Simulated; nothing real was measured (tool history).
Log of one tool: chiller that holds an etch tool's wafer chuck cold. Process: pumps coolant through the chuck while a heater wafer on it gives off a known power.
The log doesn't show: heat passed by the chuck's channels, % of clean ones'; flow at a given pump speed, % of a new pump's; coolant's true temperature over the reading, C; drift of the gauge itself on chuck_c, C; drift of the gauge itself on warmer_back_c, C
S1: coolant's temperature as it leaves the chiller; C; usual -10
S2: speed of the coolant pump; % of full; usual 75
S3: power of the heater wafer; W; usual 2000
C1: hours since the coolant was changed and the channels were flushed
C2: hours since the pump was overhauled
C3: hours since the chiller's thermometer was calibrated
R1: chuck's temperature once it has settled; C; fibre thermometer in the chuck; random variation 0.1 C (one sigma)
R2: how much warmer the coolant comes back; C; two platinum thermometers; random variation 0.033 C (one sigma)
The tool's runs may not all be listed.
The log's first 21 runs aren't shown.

{"run": 22, "hour": 542.6, "S1": -16, "S2": 90, "S3": 2431, "C1": 2850, "C2": 1985, "C3": 1985, "R1": -0.2, "R2": 5.24}
{"run": 23, "hour": 573.1, "S1": -13, "S2": 63, "S3": 2000, "C1": 2880, "C2": 2015, "C3": 2015, "R1": 3.4, "R2": 6.45}
{"run": 24, "hour": 609.3, "S1": -1, "S2": 63, "S3": 2000, "C1": 2916, "C2": 2051, "C3": 2051, "R1": 15.4, "R2": 6.41}
{"run": 25, "hour": 632.6, "S1": -2, "S2": 66, "S3": 2107, "C1": 2940, "C2": 2075, "C3": 2075, "R1": 14.6, "R2": 6.44}
{"run": 26, "hour": 662.0, "S1": -4, "S2": 76, "S3": 1738, "C1": 2969, "C2": 2104, "C3": 2104, "R1": 8.8, "R2": 4.58}
{"run": 27, "hour": 697.8, "S1": -13, "S2": 85, "S3": 1083, "C1": 3005, "C2": 2140, "C3": 2140, "R1": -5.2, "R2": 2.48}
{"run": 28, "hour": 728.7, "S1": -16, "S2": 75, "S3": 1083, "C1": 3036, "C2": 2171, "C3": 2171, "R1": -8, "R2": 2.91}
{"run": 29, "hour": 767.8, "S1": -11, "S2": 81, "S3": 2000, "C1": 3075, "C2": 2210, "C3": 2210, "R1": 3.3, "R2": 4.83}
{"run": 30, "hour": 803.8, "S1": -11, "S2": 81, "S3": 2000, "C1": 3111, "C2": 2246, "C3": 2246, "R1": 3.2, "R2": 4.86}
{"run": 31, "hour": 837.3, "S1": -11, "S2": 81, "S3": 2000, "C1": 3144, "C2": 2279, "C3": 2279, "R1": 3.2, "R2": 4.89}

3 ways to go on from here, each from the tool as it stands after run 31. What would each give?
{"run": "A", "hour": 873.2, "S1": -2, "S2": 65, "S3": 2000, "C1": 3180, "C2": 2315, "C3": 2315, "R1": "?", "R2": "?"}
{"run": "B", "hour": 873.2, "S1": -18, "S2": 75, "S3": 1239, "C1": 3180, "C2": 2315, "C3": 2315, "R1": "?", "R2": "?"}
{"run": "C", "hour": 873.2, "S1": -4, "S2": 63, "S3": 1485, "C1": 3180, "C2": 2315, "C3": 2315, "R1": "?", "R2": "?"}

run=A R1=14.1 R2=6.29
run=B R1=-8.9 R2=3.33
run=C R1=8.5 R2=4.79
Without the tool's hidden state the same runs would have given:
run=A R1=12.2 R2=5.85
run=B R1=-10.1 R2=3.1
run=C R1=6.9 R2=4.45
